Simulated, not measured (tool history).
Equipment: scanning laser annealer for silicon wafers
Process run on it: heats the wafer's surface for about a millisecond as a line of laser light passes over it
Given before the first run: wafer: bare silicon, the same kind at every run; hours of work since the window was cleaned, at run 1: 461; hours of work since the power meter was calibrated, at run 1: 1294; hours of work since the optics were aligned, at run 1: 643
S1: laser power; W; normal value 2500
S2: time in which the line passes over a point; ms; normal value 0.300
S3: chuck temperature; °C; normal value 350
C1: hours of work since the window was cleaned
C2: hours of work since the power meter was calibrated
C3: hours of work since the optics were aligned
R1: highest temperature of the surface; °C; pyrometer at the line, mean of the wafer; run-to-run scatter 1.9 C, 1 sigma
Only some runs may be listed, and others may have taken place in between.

run   hour    S1     S2   S3   C1    C2   C3    R1
  1    0.0  2500  0.300  350  461  1294  643  1084
  2   73.8  2500  0.300  375  501  1333  682  1103
  3  124.0  2500  0.347  375  528  1360  709  1147
  4  178.3  2500  0.300  350  557  1389  738  1077
  5  215.0  2500  0.300  350  576  1409  758  1073
  6  250.8  2500  0.300  350  596  1428  777  1072
  7  307.1  2500  0.300  350  626  1458  807  1071
     318.9  -- optics aligned, line set to its width
  8  382.9  2500  0.314  350  664  1496   34  1080
  9  456.1  2540  0.310  337  703  1535   73  1072
     486.7  -- window over the wafer cleaned
 10  494.1  2537  0.300  379    4  1554   93  1143
 11  526.7  2518  0.294  350   21  1572  110  1100
     544.9  -- optics aligned, line set to its width, once more
 12  563.4  2237  0.288  384   38  1589   10  1042
 13  601.3  2237  0.288  384   59  1609   30  1043
 14  657.2  2237  0.288  384   89  1639   60  1039

Here are 5 independent what-if runs from the current tool condition. What would each one return?
  A  698.5  2237  0.288  334  111  1661  82   ?
  B  698.5  2585  0.237  373  111  1661  82   ?
  C  698.5  2500  0.262  350  111  1661  82   ?
  D  698.5  2500  0.300  362  111  1661  82   ?
  E  698.5  2749  0.301  350  111  1661  82   ?

run    R1
  A   991
  B  1089
  C  1064
  D  1119
  E  1194
What these runs would have given with no unlogged condition in the tool:
run    R1
  A  1005
  B  1106
  C  1080
  D  1137
  E  1213
